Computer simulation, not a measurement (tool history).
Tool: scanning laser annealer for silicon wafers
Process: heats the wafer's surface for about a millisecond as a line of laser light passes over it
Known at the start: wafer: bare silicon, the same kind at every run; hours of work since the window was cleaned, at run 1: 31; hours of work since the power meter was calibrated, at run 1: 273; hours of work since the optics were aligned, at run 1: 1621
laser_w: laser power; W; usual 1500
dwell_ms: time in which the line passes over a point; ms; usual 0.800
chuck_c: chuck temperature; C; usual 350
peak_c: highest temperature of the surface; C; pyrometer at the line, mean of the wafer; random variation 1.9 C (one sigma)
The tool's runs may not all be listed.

run     day  laser_w  dwell_ms  chuck_c  hours of work since the window was cleaned  hours of work since the power meter was calibrated  hours of work since the optics were aligned  peak_c
  1   0.000     1500     0.800      350                                          31                                                 273                                         1621    1078
  2   0.588     1500     0.816      350                                          42                                                 284                                         1632    1087
  3   1.012     1500     0.800      350                                          50                                                 292                                         1640    1074
  4   1.279     1500     0.800      350                                          55                                                 297                                         1645    1079
  5   1.558     1500     0.800      350                                          61                                                 302                                         1650    1076
  6   1.950     1500     0.800      350                                          68                                                 310                                         1657    1078
  7   2.296     1500     0.800      350                                          75                                                 316                                         1664    1077
  8   2.562     1500     0.800      350                                          79                                                 321                                         1669    1075
  9   2.954     1500     0.800      350                                          87                                                 328                                         1676    1073
 10   3.575     1500     0.800      350                                          98                                                 340                                         1688    1077
 11   3.896     1500     0.800      350                                         105                                                 346                                         1694    1077
 12   4.254     1500     0.800      350                                         111                                                 353                                         1701    1074
 13   4.771     1500     0.800      350                                         121                                                 363                                         1710    1078
 14   5.396     1500     0.800      350                                         133                                                 374                                         1722    1075
 15   5.962     1500     0.800      376                                         143                                                 385                                         1733    1099
 16   6.408     1500     0.800      376                                         152                                                 393                                         1741    1100
 17   6.904     1500     0.800      350                                         161                                                 403                                         1750    1075
 18   7.442     1500     0.800      370                                         171                                                 413                                         1760    1093
 19   7.979     1500     0.800      370                                         181                                                 423                                         1771    1094
 20   8.592     1290     0.669      351                                         193                                                 434                                         1782     919
 21   8.958     1487     0.717      350                                         199                                                 441                                         1789    1026
 22   9.304     1551     0.717      350                                         206                                                 448                                         1795    1051
      9.883  -- optics aligned, line set to its width
 23   9.883     1464     0.866      342                                         213                                                 455                                            0    1090
 24  10.350     1562     0.570      353                                         222                                                 463                                            9     977
 25  10.854     1551     0.750      311                                         231                                                 473                                           18    1036
 26  11.146     1500     0.833      323                                         237                                                 478                                           24    1073
 27  11.462     1500     0.833      323                                         243                                                 484                                           30    1068
 28  11.983     1500     0.833      323                                         252                                                 494                                           39    1068

Forecast run 29:
 29  12.533     1386     0.615      320                                         263                                                 504                                           50       ?

peak_c: 902 C
Without the tool's hidden state the same run would have given peak_c 908 C.

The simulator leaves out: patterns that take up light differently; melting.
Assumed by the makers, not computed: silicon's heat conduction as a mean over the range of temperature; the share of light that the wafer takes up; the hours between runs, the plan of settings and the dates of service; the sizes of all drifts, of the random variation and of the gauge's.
